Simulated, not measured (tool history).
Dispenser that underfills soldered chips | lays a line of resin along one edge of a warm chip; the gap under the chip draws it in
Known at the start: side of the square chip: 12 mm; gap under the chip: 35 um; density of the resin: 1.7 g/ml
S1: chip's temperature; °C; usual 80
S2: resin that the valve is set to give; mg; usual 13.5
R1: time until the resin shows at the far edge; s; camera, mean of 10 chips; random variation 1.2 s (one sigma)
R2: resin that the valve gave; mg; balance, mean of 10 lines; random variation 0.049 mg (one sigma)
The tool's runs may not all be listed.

run,hour,S1,S2,R1,R2
1,0,80,13.5,140.7,13.12
2,3.7,80,13.5,161.7,13.11
3,10.5,80,13.5,131.7,13.02
4,15,80,13.5,146.7,13.12
5,18.2,80,13.5,160.6,13.08
6,23,80,12.6,123.7,12.18
7,29.2,80,12.6,153.2,12.13
8,37.1,80,16.5,120.4,15.8
9,43.6,80,16.5,146.2,15.77
10,47.2,80,17.5,110.2,16.65
11,51.4,67,11.5,242.9,11.03
12,58.2,80,15.1,153.1,14.41
13,65.2,80,15.1,123.7,14.33
14,72.4,80,17.6,154.7,16.6
15,78.8,78,13.8,133.9,12.96
16,84.1,92,11.9,88.3,11.31
17,90.8,93,13,66.2,12.25
18,94.3,87,12.6,96.8,11.84
19,100.1,69,15.2,258.6,14.22

Not shown: 7 entries that the log had between the listed runs. Between which runs, and how does the tool's hidden state differ before and after?
Between runs 2 and 3: new syringe of resin (hour 5.7)
  resin's viscosity, % of fresh resin's: 141.5 -> 115.3; dose that the valve gives, % of what is set: 97.13 -> 96.9; true chip temperature over the reading, C: 0.63 -> 0.66
  measured less the result without the state, R1: +44.5 -> +14.5 s; R2: -0.39 -> -0.42 mg
Between runs 5 and 6: new syringe of resin (hour 19.6)
  resin's viscosity, % of fresh resin's: 144.8 -> 110.6; dose that the valve gives, % of what is set: 96.64 -> 96.48; true chip temperature over the reading, C: 0.68 -> 0.7
  measured less the result without the state, R1: +46.7 -> +9 s; R2: -0.46 -> -0.44 mg
Between runs 7 and 8: new syringe of resin (hour 33.3)
  resin's viscosity, % of fresh resin's: 132.7 -> 111.2; dose that the valve gives, % of what is set: 96.26 -> 95.97; true chip temperature over the reading, C: 0.72 -> 0.75
  measured less the result without the state, R1: +34.6 -> +8.6 s; R2: -0.48 -> -0.66 mg
Between runs 9 and 10: new syringe of resin (hour 47.2)
  resin's viscosity, % of fresh resin's: 134.7 -> 100.5; dose that the valve gives, % of what is set: 95.75 -> 95.63; true chip temperature over the reading, C: 0.78 -> 0.79
  measured less the result without the state, R1: +33.9 -> -3.3 s; R2: -0.7 -> -0.76 mg
Between runs 12 and 13: new syringe of resin (hour 61)
  resin's viscosity, % of fresh resin's: 139.2 -> 112.7; dose that the valve gives, % of what is set: 95.25 -> 95.01; true chip temperature over the reading, C: 0.83 -> 0.85
  measured less the result without the state, R1: +39.3 -> +10 s; R2: -0.72 -> -0.75 mg
Between runs 14 and 15: new syringe of resin (hour 74.8)
  resin's viscosity, % of fresh resin's: 139.4 -> 112.2; dose that the valve gives, % of what is set: 94.77 -> 94.56; true chip temperature over the reading, C: 0.88 -> 0.9
  measured less the result without the state, R1: +39.3 -> +10.4 s; R2: -0.92 -> -0.75 mg
Between runs 16 and 17: new syringe of resin (hour 88.3)
  resin's viscosity, % of fresh resin's: 131.4 -> 106.3; dose that the valve gives, % of what is set: 94.37 -> 94.14; true chip temperature over the reading, C: 0.92 -> 0.94
  measured less the result without the state, R1: +19.3 -> +2 s; R2: -0.67 -> -0.76 mg

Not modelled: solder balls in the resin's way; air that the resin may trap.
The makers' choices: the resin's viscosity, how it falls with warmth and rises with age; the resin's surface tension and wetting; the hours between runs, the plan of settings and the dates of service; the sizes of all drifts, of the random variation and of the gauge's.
